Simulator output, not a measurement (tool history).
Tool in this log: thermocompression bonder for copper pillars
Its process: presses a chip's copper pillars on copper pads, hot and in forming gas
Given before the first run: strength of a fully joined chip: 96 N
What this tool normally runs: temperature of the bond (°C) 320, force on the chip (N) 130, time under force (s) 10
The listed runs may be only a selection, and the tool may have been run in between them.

run,hour,temperature of the bond (°C),force on the chip (N),time under force (s),force that shears a chip off (N)
1,0.0,320,130,10,31.5
2,32.8,333,130,10,36.2
# hour 37.4: forming gas filter changed
# hour 62.8: heater calibrated with a thermocouple chip
3,68.6,333,130,17,43.8
4,101.0,333,130,17,45.1
5,146.5,333,130,17,44.5
6,194.2,333,130,17,42.6
7,221.1,333,130,17,43.0
8,257.2,308,130,17,33.6
9,307.8,320,130,10,31.8
10,348.1,320,130,10,30.0
11,408.9,320,130,10,29.7
12,466.4,320,130,10,28.8
# hour 481.7: forming gas filter changed
13,503.5,320,130,10,32.7
14,546.6,320,130,10,31.8
15,573.2,320,130,10,32.6
16,623.1,324,130,10,33.0
17,664.6,320,130,10,31.8
18,710.6,320,130,21,41.2
19,757.7,320,130,21,41.8
# hour 767.4: heater calibrated with a thermocouple chip
20,820.9,320,130,27,42.2
21,868.7,320,130,27,41.9
# hour 925.3: forming gas filter changed
22,925.4,320,130,6,24.9
23,971.7,325,98,6,18.1
24,1015.8,309,194,6,34.4
25,1062.4,309,194,6,33.6
26,1107.6,309,79,11,14.8
27,1151.9,320,150,10,36.7
28,1207.7,307,117,24,33.0
29,1234.6,350,130,10,41.2
30,1292.1,332,130,18,41.9
31,1326.2,332,130,18,42.1
32,1355.5,332,130,18,42.5
# hour 1366.7: forming gas filter changed
33,1403.2,309,90,9,17.6
34,1433.7,309,90,9,16.2
35,1469.0,350,193,5,49.8
# hour 1474.0: heater calibrated with a thermocouple chip
36,1518.8,350,193,18,70.1
# hour 1557.5: force cell calibrated
37,1567.5,350,193,18,72.9
38,1623.0,340,91,5,19.0

Branching from run 38: 4 alternative next runs. What would each branch give?
A,1666.9,345,83,26,?
B,1666.9,324,91,28,?
C,1666.9,320,132,11,?
D,1666.9,318,99,10,?

run,force that shears a chip off (N)
A,36.1
B,33.8
C,34.2
D,22.9
What these runs would have given with no unlogged condition in the tool:
run,force that shears a chip off (N)
A,37.7
B,35.1
C,35.6
D,23.8
